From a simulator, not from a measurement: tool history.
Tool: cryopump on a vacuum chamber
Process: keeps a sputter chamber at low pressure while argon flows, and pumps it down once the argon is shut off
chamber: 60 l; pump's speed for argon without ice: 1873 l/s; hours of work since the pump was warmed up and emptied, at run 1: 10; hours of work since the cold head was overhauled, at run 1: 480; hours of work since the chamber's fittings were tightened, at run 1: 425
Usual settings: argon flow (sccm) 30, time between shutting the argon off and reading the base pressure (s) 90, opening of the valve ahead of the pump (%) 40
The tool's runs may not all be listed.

run,hour,argon flow (sccm),time between shutting the argon off and reading the base pressure (s),opening of the valve ahead of the pump (%),hours of work since the pump was warmed up and emptied,hours of work since the cold head was overhauled,hours of work since the chamber's fittings were tightened,pressure while argon flows (Pa),pressure after the wait (uPa)
1,0.0,30,90,40,10,480,425,0.0681,1.32
2,33.7,30,90,40,33,504,449,0.0687,1.33
3,71.2,30,90,40,59,529,474,0.0685,1.31
4,108.8,30,90,40,85,555,500,0.0680,1.38
5,134.6,30,90,40,103,573,518,0.0689,1.41
6,162.5,30,90,15,122,592,537,0.1830,1.45
7,185.3,30,90,40,138,608,553,0.0697,1.46
8,201.0,30,90,40,149,619,564,0.0684,1.39
9,219.0,30,90,40,161,631,576,0.0699,1.44
10,238.8,30,90,17,175,645,590,0.1601,1.50
11,254.8,19,90,17,186,656,601,0.1021,1.49
12,283.1,19,90,17,205,676,621,0.1020,1.48
13,305.7,19,90,17,221,691,636,0.1028,1.57
14,337.8,19,90,17,243,714,658,0.1022,1.52
15,373.6,19,90,17,268,738,683,0.1036,1.55
16,395.3,30,90,40,283,753,698,0.0696,1.60
17,429.0,30,90,40,306,776,721,0.0713,1.61
18,464.9,19,90,55,331,801,746,0.0333,1.63
19,502.1,15,57,45,357,827,772,0.0321,2.16
20,524.9,15,57,45,372,843,788,0.0324,2.11
21,543.6,15,57,45,385,856,801,0.0326,2.28
22,563.2,30,127,19,399,869,814,0.1469,1.49
23,586.2,28,90,46,415,885,830,0.0593,1.70
24,601.7,47,37,24,425,896,841,0.1840,2.98
25,633.2,15,90,16,447,917,862,0.0864,1.77
# hour 660.0: pump warmed up, emptied and cooled again
26,664.9,15,90,16,3,936,881,0.0855,1.67
27,697.6,37,90,24,26,958,903,0.1398,1.66
28,730.7,33,166,25,49,981,926,0.1203,1.34
29,750.6,30,103,16,63,995,940,0.1699,1.54
30,779.8,30,23,16,83,1015,960,0.1699,4.33
31,806.8,29,97,23,101,1034,979,0.1149,1.66
32,831.8,53,63,40,119,1051,996,0.1219,2.13
33,867.3,14,25,35,143,1076,1021,0.0373,3.96

5 ways to go on from here, each from the tool as it stands after run 33. What would each give?
A,897.5,58,25,36,164,1096,1041,?,?
B,897.5,14,134,35,164,1096,1041,?,?
C,897.5,18,30,51,164,1096,1041,?,?
D,897.5,25,232,26,164,1096,1041,?,?
E,897.5,29,25,35,164,1096,1041,?,?

run,pressure while argon flows (Pa),pressure after the wait (uPa)
A,0.1490,3.98
B,0.0366,1.53
C,0.0343,3.57
D,0.0870,1.31
E,0.0768,4.06
Without the tool's hidden state the same runs would have given:
run,pressure while argon flows (Pa),pressure after the wait (uPa)
A,0.1455,3.18
B,0.0358,0.72
C,0.0332,2.75
D,0.0855,0.50
E,0.0750,3.24
